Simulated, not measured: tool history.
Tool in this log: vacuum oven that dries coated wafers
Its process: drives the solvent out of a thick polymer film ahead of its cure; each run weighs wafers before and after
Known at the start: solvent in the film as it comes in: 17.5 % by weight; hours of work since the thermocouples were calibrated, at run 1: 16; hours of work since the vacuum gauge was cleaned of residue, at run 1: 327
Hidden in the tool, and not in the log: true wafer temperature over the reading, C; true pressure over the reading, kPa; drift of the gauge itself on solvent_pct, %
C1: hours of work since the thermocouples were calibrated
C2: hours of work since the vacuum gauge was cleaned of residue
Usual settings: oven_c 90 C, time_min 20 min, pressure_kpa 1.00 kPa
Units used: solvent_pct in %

{"run": 1, "hour": 0.0, "oven_c": 90, "time_min": 20, "pressure_kpa": 1.0, "C1": 16, "C2": 327, "solvent_pct": 2.24}
{"run": 2, "hour": 14.6, "oven_c": 102, "time_min": 20, "pressure_kpa": 1.0, "C1": 22, "C2": 333, "solvent_pct": 0.74}
{"run": 3, "hour": 27.3, "oven_c": 102, "time_min": 20, "pressure_kpa": 1.0, "C1": 27, "C2": 338, "solvent_pct": 0.63}
{"run": 4, "hour": 39.4, "oven_c": 102, "time_min": 20, "pressure_kpa": 1.0, "C1": 32, "C2": 343, "solvent_pct": 0.59}
{"run": 5, "hour": 65.7, "oven_c": 102, "time_min": 20, "pressure_kpa": 1.0, "C1": 42, "C2": 354, "solvent_pct": 0.6}
{"run": 6, "hour": 89.9, "oven_c": 102, "time_min": 20, "pressure_kpa": 1.0, "C1": 52, "C2": 363, "solvent_pct": 0.66}
{"run": 7, "hour": 108.5, "oven_c": 102, "time_min": 20, "pressure_kpa": 1.0, "C1": 59, "C2": 371, "solvent_pct": 0.61}
{"run": 8, "hour": 123.9, "oven_c": 90, "time_min": 20, "pressure_kpa": 1.0, "C1": 65, "C2": 377, "solvent_pct": 2.28}
{"run": 9, "hour": 139.1, "oven_c": 90, "time_min": 20, "pressure_kpa": 1.0, "C1": 72, "C2": 383, "solvent_pct": 2.36}
{"run": 10, "hour": 166.7, "oven_c": 104, "time_min": 20, "pressure_kpa": 1.0, "C1": 83, "C2": 394, "solvent_pct": 0.51}
{"run": 11, "hour": 180.0, "oven_c": 104, "time_min": 20, "pressure_kpa": 1.0, "C1": 88, "C2": 400, "solvent_pct": 0.53}
{"run": 12, "hour": 192.1, "oven_c": 90, "time_min": 20, "pressure_kpa": 0.9, "C1": 93, "C2": 404, "solvent_pct": 2.17}
{"run": 13, "hour": 216.8, "oven_c": 90, "time_min": 20, "pressure_kpa": 0.9, "C1": 103, "C2": 414, "solvent_pct": 2.11}
{"run": 14, "hour": 233.6, "oven_c": 90, "time_min": 20, "pressure_kpa": 1.0, "C1": 109, "C2": 421, "solvent_pct": 2.32}
{"run": 15, "hour": 262.4, "oven_c": 90, "time_min": 20, "pressure_kpa": 1.0, "C1": 121, "C2": 433, "solvent_pct": 2.25}
{"run": 16, "hour": 277.0, "oven_c": 90, "time_min": 20, "pressure_kpa": 0.59, "C1": 127, "C2": 438, "solvent_pct": 2.0}
{"run": 17, "hour": 302.4, "oven_c": 90, "time_min": 20, "pressure_kpa": 0.59, "C1": 137, "C2": 449, "solvent_pct": 1.99}
{"run": 18, "hour": 327.5, "oven_c": 90, "time_min": 20, "pressure_kpa": 0.59, "C1": 147, "C2": 459, "solvent_pct": 1.92}
{"run": 19, "hour": 353.1, "oven_c": 90, "time_min": 20, "pressure_kpa": 0.59, "C1": 157, "C2": 469, "solvent_pct": 2.02}
{"run": 20, "hour": 378.7, "oven_c": 90, "time_min": 20, "pressure_kpa": 1.0, "C1": 168, "C2": 479, "solvent_pct": 2.35}
{"run": 21, "hour": 406.9, "oven_c": 90, "time_min": 20, "pressure_kpa": 1.0, "C1": 179, "C2": 490, "solvent_pct": 2.26}
{"run": 22, "hour": 431.4, "oven_c": 90, "time_min": 20, "pressure_kpa": 1.0, "C1": 189, "C2": 500, "solvent_pct": 2.21}
{"run": 23, "hour": 459.8, "oven_c": 90, "time_min": 20, "pressure_kpa": 1.0, "C1": 200, "C2": 512, "solvent_pct": 2.28}
{"run": 24, "hour": 484.6, "oven_c": 90, "time_min": 20, "pressure_kpa": 1.0, "C1": 210, "C2": 522, "solvent_pct": 2.21}
{"run": 25, "hour": 505.8, "oven_c": 90, "time_min": 20, "pressure_kpa": 1.0, "C1": 218, "C2": 530, "solvent_pct": 2.17}
{"run": 26, "hour": 534.3, "oven_c": 90, "time_min": 18, "pressure_kpa": 0.78, "C1": 230, "C2": 541, "solvent_pct": 2.49}
{"run": 27, "hour": 551.7, "oven_c": 90, "time_min": 18, "pressure_kpa": 0.78, "C1": 237, "C2": 548, "solvent_pct": 2.42}
{"run": 28, "hour": 580.8, "oven_c": 90, "time_min": 18, "pressure_kpa": 0.78, "C1": 249, "C2": 560, "solvent_pct": 2.53}
{"run": 29, "hour": 608.2, "oven_c": 90, "time_min": 18, "pressure_kpa": 0.78, "C1": 259, "C2": 571, "solvent_pct": 2.4}
{"run": 30, "hour": 638.0, "oven_c": 90, "time_min": 18, "pressure_kpa": 0.53, "C1": 271, "C2": 583, "solvent_pct": 2.26}
{"run": 31, "hour": 667.2, "oven_c": 79, "time_min": 13, "pressure_kpa": 3.19, "C1": 283, "C2": 595, "solvent_pct": 9.08}
{"run": 32, "hour": 692.6, "oven_c": 78, "time_min": 10, "pressure_kpa": 1.01, "C1": 293, "C2": 605, "solvent_pct": 9.05}
{"run": 33, "hour": 712.8, "oven_c": 78, "time_min": 10, "pressure_kpa": 1.01, "C1": 301, "C2": 613, "solvent_pct": 9.16}
{"run": 34, "hour": 739.5, "oven_c": 78, "time_min": 26, "pressure_kpa": 1.0, "C1": 312, "C2": 624, "solvent_pct": 4.86}
{"run": 35, "hour": 767.2, "oven_c": 78, "time_min": 26, "pressure_kpa": 0.63, "C1": 323, "C2": 635, "solvent_pct": 4.48}
{"run": 36, "hour": 780.2, "oven_c": 78, "time_min": 26, "pressure_kpa": 0.63, "C1": 328, "C2": 640, "solvent_pct": 4.43}
{"run": 37, "hour": 809.3, "oven_c": 103, "time_min": 20, "pressure_kpa": 1.94, "C1": 340, "C2": 652, "solvent_pct": 0.97}
{"run": 38, "hour": 830.1, "oven_c": 98, "time_min": 20, "pressure_kpa": 1.94, "C1": 348, "C2": 660, "solvent_pct": 1.35}
{"run": 39, "hour": 846.6, "oven_c": 90, "time_min": 15, "pressure_kpa": 1.0, "C1": 355, "C2": 667, "solvent_pct": 3.32}
{"run": 40, "hour": 867.0, "oven_c": 90, "time_min": 15, "pressure_kpa": 1.13, "C1": 363, "C2": 675, "solvent_pct": 3.32}
{"run": 41, "hour": 888.0, "oven_c": 93, "time_min": 32, "pressure_kpa": 2.74, "C1": 372, "C2": 683, "solvent_pct": 2.03}
{"run": 42, "hour": 904.1, "oven_c": 90, "time_min": 17, "pressure_kpa": 1.46, "C1": 378, "C2": 690, "solvent_pct": 2.99}
{"run": 43, "hour": 925.7, "oven_c": 90, "time_min": 17, "pressure_kpa": 1.46, "C1": 387, "C2": 698, "solvent_pct": 3.0}
{"run": 44, "hour": 943.4, "oven_c": 97, "time_min": 32, "pressure_kpa": 3.53, "C1": 394, "C2": 705, "solvent_pct": 1.89}
{"run": 45, "hour": 970.5, "oven_c": 85, "time_min": 32, "pressure_kpa": 1.47, "C1": 405, "C2": 716, "solvent_pct": 2.28}
{"run": 46, "hour": 987.1, "oven_c": 105, "time_min": 29, "pressure_kpa": 0.51, "C1": 411, "C2": 723, "solvent_pct": 0.34}
{"run": 47, "hour": 1004.5, "oven_c": 81, "time_min": 25, "pressure_kpa": 1.0, "C1": 418, "C2": 730, "solvent_pct": 3.79}

Below, some changes in solvent_pct between adjacent runs. For each, the amount present without the hidden state too (settings, incoming material, random variation) and the amount remaining for the hidden state with gauge scatter not shared by both compared results:
Run 30 -> 31: oven_c 90 -> 79, time_min 18 -> 13, pressure_kpa 0.53 -> 3.19. solvent_pct +6.82 %: hidden state -0.05, all else +6.87.
Run 33 -> 34: time_min 10 -> 26, pressure_kpa 1.01 -> 1.00. solvent_pct -4.30 %: hidden state +0.03, all else -4.33.
Run 36 -> 37: oven_c 78 -> 103, time_min 26 -> 20, pressure_kpa 0.63 -> 1.94. solvent_pct -3.46 %: hidden state +0.08, all else -3.54.
Run 40 -> 41: oven_c 90 -> 93, time_min 15 -> 32, pressure_kpa 1.13 -> 2.74. solvent_pct -1.29 %: hidden state +0.15, all else -1.44.
Run 41 -> 42: oven_c 93 -> 90, time_min 32 -> 17, pressure_kpa 2.74 -> 1.46. solvent_pct +0.96 %: hidden state -0.14, all else +1.10.
Run 46 -> 47: oven_c 105 -> 81, time_min 29 -> 25, pressure_kpa 0.51 -> 1.00. solvent_pct +3.45 %: hidden state -0.14, all else +3.59.

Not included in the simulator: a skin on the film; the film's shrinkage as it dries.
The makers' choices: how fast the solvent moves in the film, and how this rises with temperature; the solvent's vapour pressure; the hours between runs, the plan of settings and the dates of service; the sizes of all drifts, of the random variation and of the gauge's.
